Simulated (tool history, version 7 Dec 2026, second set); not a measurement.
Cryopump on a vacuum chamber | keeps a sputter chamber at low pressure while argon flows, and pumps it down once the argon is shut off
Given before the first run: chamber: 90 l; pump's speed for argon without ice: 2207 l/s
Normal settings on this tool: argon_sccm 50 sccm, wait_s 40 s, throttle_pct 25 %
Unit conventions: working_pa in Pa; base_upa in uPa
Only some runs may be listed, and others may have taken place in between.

{"run": 1, "day": 0.0, "argon_sccm": 50, "wait_s": 40, "throttle_pct": 25, "working_pa": 0.1613, "base_upa": 1.03}
{"run": 2, "day": 2.992, "argon_sccm": 50, "wait_s": 40, "throttle_pct": 25, "working_pa": 0.1621, "base_upa": 1.08}
{"run": 3, "day": 4.871, "argon_sccm": 50, "wait_s": 40, "throttle_pct": 25, "working_pa": 0.166, "base_upa": 1.11}
{"run": 4, "day": 7.396, "argon_sccm": 50, "wait_s": 40, "throttle_pct": 25, "working_pa": 0.1679, "base_upa": 1.16}
{"run": 5, "day": 9.429, "argon_sccm": 50, "wait_s": 40, "throttle_pct": 41, "working_pa": 0.1109, "base_upa": 1.19}
{"day": 9.833, "done": "pump warmed up, emptied and cooled again"}
{"run": 6, "day": 12.35, "argon_sccm": 50, "wait_s": 40, "throttle_pct": 41, "working_pa": 0.0953, "base_upa": 1.02}
{"run": 7, "day": 15.567, "argon_sccm": 50, "wait_s": 40, "throttle_pct": 41, "working_pa": 0.0976, "base_upa": 1.02}
{"run": 8, "day": 17.383, "argon_sccm": 34, "wait_s": 40, "throttle_pct": 25, "working_pa": 0.1074, "base_upa": 1.04}
{"run": 9, "day": 20.55, "argon_sccm": 50, "wait_s": 23, "throttle_pct": 25, "working_pa": 0.1624, "base_upa": 1.59}
{"day": 22.475, "done": "leaking fittings of the chamber tightened, without venting"}
{"run": 10, "day": 22.521, "argon_sccm": 93, "wait_s": 40, "throttle_pct": 25, "working_pa": 0.3026, "base_upa": 0.75}
{"run": 11, "day": 24.792, "argon_sccm": 50, "wait_s": 40, "throttle_pct": 54, "working_pa": 0.0838, "base_upa": 0.81}
{"run": 12, "day": 27.792, "argon_sccm": 46, "wait_s": 31, "throttle_pct": 44, "working_pa": 0.0941, "base_upa": 1.0}
{"day": 29.608, "done": "pump warmed up, emptied and cooled again"}
{"run": 13, "day": 30.775, "argon_sccm": 57, "wait_s": 40, "throttle_pct": 46, "working_pa": 0.0963, "base_upa": 0.77}
{"run": 14, "day": 34.35, "argon_sccm": 57, "wait_s": 40, "throttle_pct": 46, "working_pa": 0.0978, "base_upa": 0.82}
{"run": 15, "day": 38.192, "argon_sccm": 49, "wait_s": 84, "throttle_pct": 46, "working_pa": 0.0878, "base_upa": 0.55}
{"run": 16, "day": 41.588, "argon_sccm": 49, "wait_s": 72, "throttle_pct": 46, "working_pa": 0.0917, "base_upa": 0.59}
{"run": 17, "day": 44.792, "argon_sccm": 61, "wait_s": 177, "throttle_pct": 15, "working_pa": 0.3266, "base_upa": 0.44}
{"run": 18, "day": 46.917, "argon_sccm": 65, "wait_s": 40, "throttle_pct": 23, "working_pa": 0.2364, "base_upa": 0.91}
{"day": 49.338, "done": "pump warmed up, emptied and cooled again"}
{"run": 19, "day": 49.958, "argon_sccm": 65, "wait_s": 40, "throttle_pct": 31, "working_pa": 0.1631, "base_upa": 0.85}
{"run": 20, "day": 51.604, "argon_sccm": 65, "wait_s": 40, "throttle_pct": 31, "working_pa": 0.1647, "base_upa": 0.83}

Run 21 is up next; what results do you expect?
{"run": 21, "day": 55.025, "argon_sccm": 50, "wait_s": 139, "throttle_pct": 29, "working_pa": "?", "base_upa": "?"}

working_pa: 0.1364 Pa
base_upa: 0.44 uPa
Were there no unlogged condition in the tool, this run, its random variation unchanged, would have produced working_pa 0.1311 Pa, base_upa 0.28 uPa.

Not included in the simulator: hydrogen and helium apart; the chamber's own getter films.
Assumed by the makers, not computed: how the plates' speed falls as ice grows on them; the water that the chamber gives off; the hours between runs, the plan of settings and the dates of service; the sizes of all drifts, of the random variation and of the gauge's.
